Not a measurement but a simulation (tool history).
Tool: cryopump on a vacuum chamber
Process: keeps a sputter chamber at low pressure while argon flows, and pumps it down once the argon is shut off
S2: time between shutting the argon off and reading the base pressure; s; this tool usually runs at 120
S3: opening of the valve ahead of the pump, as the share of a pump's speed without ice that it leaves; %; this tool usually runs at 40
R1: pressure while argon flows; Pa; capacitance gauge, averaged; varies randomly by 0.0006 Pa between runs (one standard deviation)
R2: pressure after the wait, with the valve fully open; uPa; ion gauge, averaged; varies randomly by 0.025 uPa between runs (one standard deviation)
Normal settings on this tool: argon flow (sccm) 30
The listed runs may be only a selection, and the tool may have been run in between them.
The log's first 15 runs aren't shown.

Run 16, hour 428.1: usual settings. Result: R1 0.0884 Pa, R2 1.92 uPa.
Run 17, hour 461.0: usual settings but S3 27 %. Result: R1 0.1304 Pa, R2 1.90 uPa.
Run 18, hour 485.3: usual settings but S3 27 %. Result: R1 0.1310 Pa, R2 1.88 uPa.
Run 19, hour 516.5: usual settings but argon flow (sccm) 24, S3 57 %. Result: R1 0.0526 Pa, R2 1.95 uPa.
Run 20, hour 551.5: usual settings but argon flow (sccm) 24, S3 57 %. Result: R1 0.0525 Pa, R2 1.94 uPa.
Run 21, hour 590.5: usual settings but argon flow (sccm) 24, S3 57 %. Result: R1 0.0523 Pa, R2 2.00 uPa.
Run 22, hour 611.0: usual settings but argon flow (sccm) 18, S2 28 s, S3 24 %. Result: R1 0.0879 Pa, R2 4.51 uPa.
Run 23, hour 643.7: usual settings but argon flow (sccm) 32, S2 44 s, S3 24 %. Result: R1 0.1564 Pa, R2 3.36 uPa.
Run 24, hour 668.1: usual settings but argon flow (sccm) 32, S2 161 s, S3 24 %. Result: R1 0.1577 Pa, R2 1.80 uPa.
Run 25, hour 707.4: usual settings but argon flow (sccm) 32, S2 161 s, S3 24 %. Result: R1 0.1581 Pa, R2 1.86 uPa.
Run 26, hour 746.9: usual settings but argon flow (sccm) 16, S2 161 s, S3 24 %. Result: R1 0.0810 Pa, R2 1.84 uPa.
Run 27, hour 788.8: usual settings but argon flow (sccm) 16, S2 161 s, S3 24 %. Result: R1 0.0793 Pa, R2 1.81 uPa.
Run 28, hour 831.1: usual settings but argon flow (sccm) 13, S2 79 s, S3 18 %. Result: R1 0.0862 Pa, R2 2.49 uPa.

Run 29 is up next; what results do you expect?
Run 29, hour 855.5: usual settings but argon flow (sccm) 13, S2 79 s, S3 18 %. Result: R1 ?, R2 ?.

R1: 0.0855 Pa
R2: 2.46 uPa
Without the tool's hidden state the same run would have given R1 0.0817 Pa, R2 1.35 uPa.

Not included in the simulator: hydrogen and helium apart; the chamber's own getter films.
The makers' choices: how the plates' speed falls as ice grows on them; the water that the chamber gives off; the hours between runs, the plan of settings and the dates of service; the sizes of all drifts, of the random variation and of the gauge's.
